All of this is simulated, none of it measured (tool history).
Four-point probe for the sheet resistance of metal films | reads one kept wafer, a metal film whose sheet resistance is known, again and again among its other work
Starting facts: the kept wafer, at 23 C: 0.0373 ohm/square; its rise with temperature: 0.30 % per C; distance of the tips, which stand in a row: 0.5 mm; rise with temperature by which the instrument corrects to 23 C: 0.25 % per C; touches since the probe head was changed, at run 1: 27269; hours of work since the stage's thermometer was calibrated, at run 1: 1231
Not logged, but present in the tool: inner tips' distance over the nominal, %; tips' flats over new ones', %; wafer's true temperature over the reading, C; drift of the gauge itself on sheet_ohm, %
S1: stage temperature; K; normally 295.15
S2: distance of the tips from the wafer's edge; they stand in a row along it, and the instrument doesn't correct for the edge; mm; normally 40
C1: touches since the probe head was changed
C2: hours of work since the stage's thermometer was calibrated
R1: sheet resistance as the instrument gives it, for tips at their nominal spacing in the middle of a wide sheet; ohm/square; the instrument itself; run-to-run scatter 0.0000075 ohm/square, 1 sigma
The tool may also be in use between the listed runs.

run     day      S1  S2     C1    C2        R1
  1   0.000  295.15  40  27269  1231  0.037125
  2   1.838  295.15  40  28674  1257  0.037146
  3   3.292  295.15  40  29788  1278  0.037153
  4   4.275  295.15  40  30540  1292  0.037151
  5   5.604  295.15  29  31556  1310  0.037137
  6   6.754  295.15  11  32436  1326  0.037179
  7   8.354  295.15  11  33658  1349  0.037161
  8  10.450  295.15  11  35263  1378  0.037163
  9  12.042  295.15  69  36481  1401  0.037114
 10  14.158  295.15  11  38099  1431  0.037151
 11  15.808  295.15  11  39360  1454  0.037159
 12  17.200  295.15  11  40427  1473  0.037157
 13  18.179  295.15  11  41176  1487  0.037157
 14  19.038  295.15  11  41832  1499  0.037151
 15  20.096  295.15  11  42640  1514  0.037160
 16  21.154  295.15  40  43450  1529  0.037098
 17  23.183  295.15  40  45002  1558  0.037120
 18  24.846  298.15  40  46274  1581  0.037166
 19  26.012  298.15  40  47166  1597  0.037149
 20  27.883  295.15  40  48598  1624  0.037109
 21  28.938  295.15  40  49403  1639  0.037107
 22  30.050  295.15  40  50256  1654  0.037103
 23  31.467  303.15  34  51339  1674  0.037246
 24  32.842  307.15  69  52390  1693  0.037322
 25  34.050  306.15  36  53315  1710  0.037304
 26  35.258  306.15  36  54239  1727  0.037302
 27  36.821  298.15   7  55435  1749  0.037250
 28  38.417  304.15   3  56655  1772  0.037793
 29  40.279  292.15  18  58080  1798  0.037031
 30  42.046  297.15   8  59430  1823  0.037196
 31  43.088  297.15   8  60228  1838  0.037208
 32  43.950  297.15  14  60889  1850  0.037135
 33  45.404  297.15  14  61999  1870  0.037146
 34  47.329  293.15  10  63472  1897  0.037080
     48.808  -- stage's thermometer calibrated
 35  49.375  307.15  26  65021     8  0.037351
 36  50.408  292.15  11  65813    23  0.037104
 37  51.396  295.15   4  66566    36  0.037417
 38  53.133  297.15  13  67898    61  0.037193
 39  55.012  292.15  17  69332    87  0.037072
 40  55.871  297.15  40  69989    99  0.037156
 41  57.275  295.15   4  71063   119  0.037413
 42  58.783  299.15  38  72216   140  0.037183
 43  59.842  294.15  74  73027   155  0.037088
 44  61.025  300.15  62  73934   172  0.037211

For each entry between runs, how does the tool's hidden state at the last listed run before it compare with that at the first listed run after it?
Logged between run 34 and run 35: stage's thermometer calibrated (day 48.808)
  inner tips' distance over the nominal, %: -0.419 -> -0.424; wafer's true temperature over the reading, C: -0.35 -> 0.08
  the result without the hidden state subtracted from the measured one, R1: -0.000208 -> -0.000163 ohm/square
